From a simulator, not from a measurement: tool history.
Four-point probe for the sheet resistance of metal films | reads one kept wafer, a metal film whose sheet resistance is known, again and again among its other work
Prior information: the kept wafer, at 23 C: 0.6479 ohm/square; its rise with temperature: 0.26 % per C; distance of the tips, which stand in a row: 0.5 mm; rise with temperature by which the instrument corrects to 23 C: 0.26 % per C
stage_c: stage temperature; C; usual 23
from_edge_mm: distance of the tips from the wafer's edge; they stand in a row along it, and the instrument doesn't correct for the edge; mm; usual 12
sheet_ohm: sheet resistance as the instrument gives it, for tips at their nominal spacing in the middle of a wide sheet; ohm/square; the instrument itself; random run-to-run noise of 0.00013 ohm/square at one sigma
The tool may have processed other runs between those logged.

run     day  stage_c  from_edge_mm  sheet_ohm
  1       0       23            12   0.644792
  2   1.842       23            12    0.64483
  3    3.85       23            12   0.644842
  4   5.758       23            12   0.644677
  5       8       23            12   0.644702
  6   9.821       23            12   0.644749
  7  11.812       23            12   0.644888
  8  12.946       23            52    0.64425
  9  15.258       23            52   0.644107
 10  16.338       23             6   0.646503
     17.654  -- stage's thermometer calibrated
 11  18.446       23             6    0.64569
 12  19.846       23             6   0.645658
 13  21.688       23             6   0.645568
 14  22.992       23             6   0.645564
 15  25.396       23             6   0.645375
 16  27.833       23             6   0.645669
 17  29.988       24            12   0.643406
 18    31.1       24            12   0.643665
 19  32.196       23            11    0.64348
 20  34.396       23            11   0.643817
 21  35.554       23            11   0.643828
 22  36.808       23            11   0.643725
 23  38.117       25            12   0.643472
 24  40.517       25            12   0.643662
 25  42.021       25            12   0.643607
 26  44.017       24             5    0.64654
 27  46.383       31             4   0.648182
 28  48.125       24            21   0.643361
 29  49.788       23             4   0.648042
 30   51.65       23             4   0.648444
 31   53.05       23             4   0.648296
 32  55.329       31            42    0.64302
 33  57.362       25             7   0.644531
 34    58.9       25             7   0.644559
 35  60.996       25             7   0.644637
 36   63.05       25             4   0.648334
 37  64.879       25             4   0.648213
 38  66.879       30            12   0.643478
 39  67.971       22            11   0.643342
 40  70.371       29            41   0.642879
 41  72.383       32            32   0.642703
 42  73.429       29            16   0.643111
 43  74.512       34            42   0.642856
 44  76.192       26            15   0.643098
 45  78.333       26            15   0.642959

Run by run, hidden condition taken away, random variation retained:
The hidden state here: inner tips' distance over the nominal, %; tips' flats over new ones', %; wafer's true temperature over the reading, C; drift of the gauge itself on sheet_ohm, %.
run  sheet_ohm
  1   0.648547
  2     0.6486
  3   0.648625
  4   0.648472
  5   0.648519
  6   0.648578
  7   0.648732
  8     0.6481
  9   0.647975
 10   0.650394
 11   0.650442
 12    0.65042
 13   0.650345
 14   0.650349
 15   0.650175
 16    0.65049
 17   0.648232
 18   0.648499
 19   0.648319
 20   0.648674
 21   0.648698
 22   0.648605
 23   0.648362
 24   0.648569
 25   0.648526
 26   0.651492
 27   0.653171
 28   0.648321
 29   0.653047
 30   0.653465
 31   0.653329
 32    0.64804
 33   0.649576
 34   0.649616
 35   0.649709
 36   0.653449
 37   0.653343
 38   0.648591
 39    0.64845
 40   0.648012
 41   0.647856
 42   0.648271
 43   0.648027
 44   0.648274
 45   0.648147
